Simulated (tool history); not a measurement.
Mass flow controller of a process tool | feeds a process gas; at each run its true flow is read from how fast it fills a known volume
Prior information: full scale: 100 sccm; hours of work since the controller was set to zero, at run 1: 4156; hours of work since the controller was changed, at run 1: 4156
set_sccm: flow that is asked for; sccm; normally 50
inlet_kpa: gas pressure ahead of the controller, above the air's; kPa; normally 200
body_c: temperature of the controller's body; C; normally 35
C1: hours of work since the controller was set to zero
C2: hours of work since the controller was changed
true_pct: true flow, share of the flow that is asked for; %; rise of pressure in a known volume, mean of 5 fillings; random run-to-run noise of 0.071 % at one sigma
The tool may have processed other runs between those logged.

{"run": 1, "hour": 0.0, "set_sccm": 50, "inlet_kpa": 200, "body_c": 35, "C1": 4156, "C2": 4156, "true_pct": 100.71}
{"run": 2, "hour": 160.3, "set_sccm": 50, "inlet_kpa": 152, "body_c": 35, "C1": 4278, "C2": 4278, "true_pct": 100.59}
{"run": 3, "hour": 277.4, "set_sccm": 50, "inlet_kpa": 152, "body_c": 35, "C1": 4368, "C2": 4368, "true_pct": 100.52}
{"run": 4, "hour": 374.8, "set_sccm": 50, "inlet_kpa": 239, "body_c": 35, "C1": 4443, "C2": 4443, "true_pct": 100.85}
{"run": 5, "hour": 508.6, "set_sccm": 50, "inlet_kpa": 239, "body_c": 35, "C1": 4545, "C2": 4545, "true_pct": 100.9}
{"run": 6, "hour": 717.2, "set_sccm": 50, "inlet_kpa": 239, "body_c": 35, "C1": 4705, "C2": 4705, "true_pct": 101.06}
{"run": 7, "hour": 952.2, "set_sccm": 50, "inlet_kpa": 202, "body_c": 35, "C1": 4885, "C2": 4885, "true_pct": 100.82}
{"run": 8, "hour": 1099.4, "set_sccm": 50, "inlet_kpa": 204, "body_c": 35, "C1": 4997, "C2": 4997, "true_pct": 100.92}
{"run": 9, "hour": 1275.0, "set_sccm": 38, "inlet_kpa": 200, "body_c": 35, "C1": 5132, "C2": 5132, "true_pct": 100.81}
{"run": 10, "hour": 1482.0, "set_sccm": 38, "inlet_kpa": 200, "body_c": 35, "C1": 5290, "C2": 5290, "true_pct": 100.83}
{"run": 11, "hour": 1659.0, "set_sccm": 38, "inlet_kpa": 200, "body_c": 35, "C1": 5426, "C2": 5426, "true_pct": 100.78}
{"run": 12, "hour": 1820.4, "set_sccm": 38, "inlet_kpa": 200, "body_c": 35, "C1": 5550, "C2": 5550, "true_pct": 101.02}
{"run": 13, "hour": 2043.9, "set_sccm": 50, "inlet_kpa": 200, "body_c": 35, "C1": 5721, "C2": 5721, "true_pct": 101.12}
{"run": 14, "hour": 2158.9, "set_sccm": 50, "inlet_kpa": 200, "body_c": 35, "C1": 5809, "C2": 5809, "true_pct": 100.97}
{"run": 15, "hour": 2303.5, "set_sccm": 50, "inlet_kpa": 200, "body_c": 35, "C1": 5920, "C2": 5920, "true_pct": 101.07}
{"run": 16, "hour": 2444.7, "set_sccm": 50, "inlet_kpa": 200, "body_c": 35, "C1": 6028, "C2": 6028, "true_pct": 101.07}
{"run": 17, "hour": 2579.6, "set_sccm": 50, "inlet_kpa": 187, "body_c": 35, "C1": 6131, "C2": 6131, "true_pct": 101.16}
{"run": 18, "hour": 2768.9, "set_sccm": 50, "inlet_kpa": 187, "body_c": 35, "C1": 6276, "C2": 6276, "true_pct": 101.06}
{"run": 19, "hour": 2892.8, "set_sccm": 50, "inlet_kpa": 200, "body_c": 35, "C1": 6371, "C2": 6371, "true_pct": 101.34}
{"run": 20, "hour": 3053.7, "set_sccm": 50, "inlet_kpa": 200, "body_c": 35, "C1": 6494, "C2": 6494, "true_pct": 101.17}
{"run": 21, "hour": 3153.6, "set_sccm": 50, "inlet_kpa": 210, "body_c": 35, "C1": 6571, "C2": 6571, "true_pct": 101.3}
{"run": 22, "hour": 3361.6, "set_sccm": 22, "inlet_kpa": 200, "body_c": 35, "C1": 6730, "C2": 6730, "true_pct": 101.54}
{"run": 23, "hour": 3579.9, "set_sccm": 42, "inlet_kpa": 200, "body_c": 35, "C1": 6897, "C2": 6897, "true_pct": 101.29}
{"run": 24, "hour": 3713.7, "set_sccm": 42, "inlet_kpa": 200, "body_c": 35, "C1": 6999, "C2": 6999, "true_pct": 101.29}
{"run": 25, "hour": 3913.2, "set_sccm": 11, "inlet_kpa": 235, "body_c": 39, "C1": 7152, "C2": 7152, "true_pct": 103.53}
{"run": 26, "hour": 4039.5, "set_sccm": 50, "inlet_kpa": 280, "body_c": 29, "C1": 7249, "C2": 7249, "true_pct": 101.31}
{"run": 27, "hour": 4218.9, "set_sccm": 17, "inlet_kpa": 200, "body_c": 35, "C1": 7386, "C2": 7386, "true_pct": 102.16}
{"run": 28, "hour": 4375.9, "set_sccm": 16, "inlet_kpa": 196, "body_c": 37, "C1": 7507, "C2": 7507, "true_pct": 102.53}
{"run": 29, "hour": 4511.6, "set_sccm": 16, "inlet_kpa": 255, "body_c": 24, "C1": 7610, "C2": 7610, "true_pct": 101.64}
{"hour": 4524.7, "done": "controller's zero set anew"}
{"run": 30, "hour": 4618.0, "set_sccm": 50, "inlet_kpa": 167, "body_c": 23, "C1": 71, "C2": 7692, "true_pct": 100.63}
{"run": 31, "hour": 4712.4, "set_sccm": 50, "inlet_kpa": 167, "body_c": 23, "C1": 144, "C2": 7764, "true_pct": 100.83}
{"hour": 4911.3, "done": "controller's zero set anew, once more"}
{"run": 32, "hour": 4913.1, "set_sccm": 14, "inlet_kpa": 149, "body_c": 31, "C1": 1, "C2": 7917, "true_pct": 99.5}
{"run": 33, "hour": 5061.0, "set_sccm": 72, "inlet_kpa": 189, "body_c": 37, "C1": 115, "C2": 8030, "true_pct": 101.51}
{"run": 34, "hour": 5280.5, "set_sccm": 72, "inlet_kpa": 189, "body_c": 37, "C1": 283, "C2": 8198, "true_pct": 101.66}
{"run": 35, "hour": 5432.9, "set_sccm": 72, "inlet_kpa": 189, "body_c": 37, "C1": 399, "C2": 8315, "true_pct": 101.52}
{"run": 36, "hour": 5629.8, "set_sccm": 12, "inlet_kpa": 199, "body_c": 35, "C1": 550, "C2": 8466, "true_pct": 100.26}
{"run": 37, "hour": 5788.1, "set_sccm": 12, "inlet_kpa": 199, "body_c": 35, "C1": 671, "C2": 8587, "true_pct": 100.29}
{"run": 38, "hour": 5892.1, "set_sccm": 26, "inlet_kpa": 200, "body_c": 35, "C1": 751, "C2": 8667, "true_pct": 100.49}
{"run": 39, "hour": 6072.1, "set_sccm": 28, "inlet_kpa": 164, "body_c": 35, "C1": 889, "C2": 8805, "true_pct": 100.51}
{"run": 40, "hour": 6286.4, "set_sccm": 28, "inlet_kpa": 164, "body_c": 35, "C1": 1053, "C2": 8969, "true_pct": 100.45}
{"run": 41, "hour": 6446.2, "set_sccm": 27, "inlet_kpa": 232, "body_c": 28, "C1": 1175, "C2": 9091, "true_pct": 100.11}
{"run": 42, "hour": 6641.5, "set_sccm": 13, "inlet_kpa": 202, "body_c": 34, "C1": 1325, "C2": 9241, "true_pct": 100.57}
{"run": 43, "hour": 6866.3, "set_sccm": 19, "inlet_kpa": 196, "body_c": 26, "C1": 1497, "C2": 9413, "true_pct": 99.93}
{"run": 44, "hour": 6984.1, "set_sccm": 58, "inlet_kpa": 200, "body_c": 35, "C1": 1587, "C2": 9503, "true_pct": 101.37}
{"run": 45, "hour": 7079.4, "set_sccm": 50, "inlet_kpa": 163, "body_c": 35, "C1": 1660, "C2": 9576, "true_pct": 101.08}
{"run": 46, "hour": 7180.4, "set_sccm": 50, "inlet_kpa": 163, "body_c": 35, "C1": 1738, "C2": 9653, "true_pct": 101.08}
{"run": 47, "hour": 7346.3, "set_sccm": 50, "inlet_kpa": 259, "body_c": 30, "C1": 1865, "C2": 9780, "true_pct": 100.99}
{"run": 48, "hour": 7497.8, "set_sccm": 24, "inlet_kpa": 200, "body_c": 28, "C1": 1981, "C2": 9896, "true_pct": 100.26}

Here are 4 independent what-if runs from the current tool condition. What would each one return?
{"run": "A", "hour": 7673.6, "set_sccm": 12, "inlet_kpa": 169, "body_c": 31, "C1": 2115, "C2": 10031, "true_pct": "?"}
{"run": "B", "hour": 7673.6, "set_sccm": 50, "inlet_kpa": 177, "body_c": 24, "C1": 2115, "C2": 10031, "true_pct": "?"}
{"run": "C", "hour": 7673.6, "set_sccm": 80, "inlet_kpa": 189, "body_c": 21, "C1": 2115, "C2": 10031, "true_pct": "?"}
{"run": "D", "hour": 7673.6, "set_sccm": 24, "inlet_kpa": 200, "body_c": 21, "C1": 2115, "C2": 10031, "true_pct": "?"}

run=A true_pct=100.74
run=B true_pct=100.36
run=C true_pct=100.87
run=D true_pct=99.87
With no hidden state in the tool, these same runs would have given:
run=A true_pct=98.17
run=B true_pct=98.54
run=C true_pct=99.13
run=D true_pct=97.79
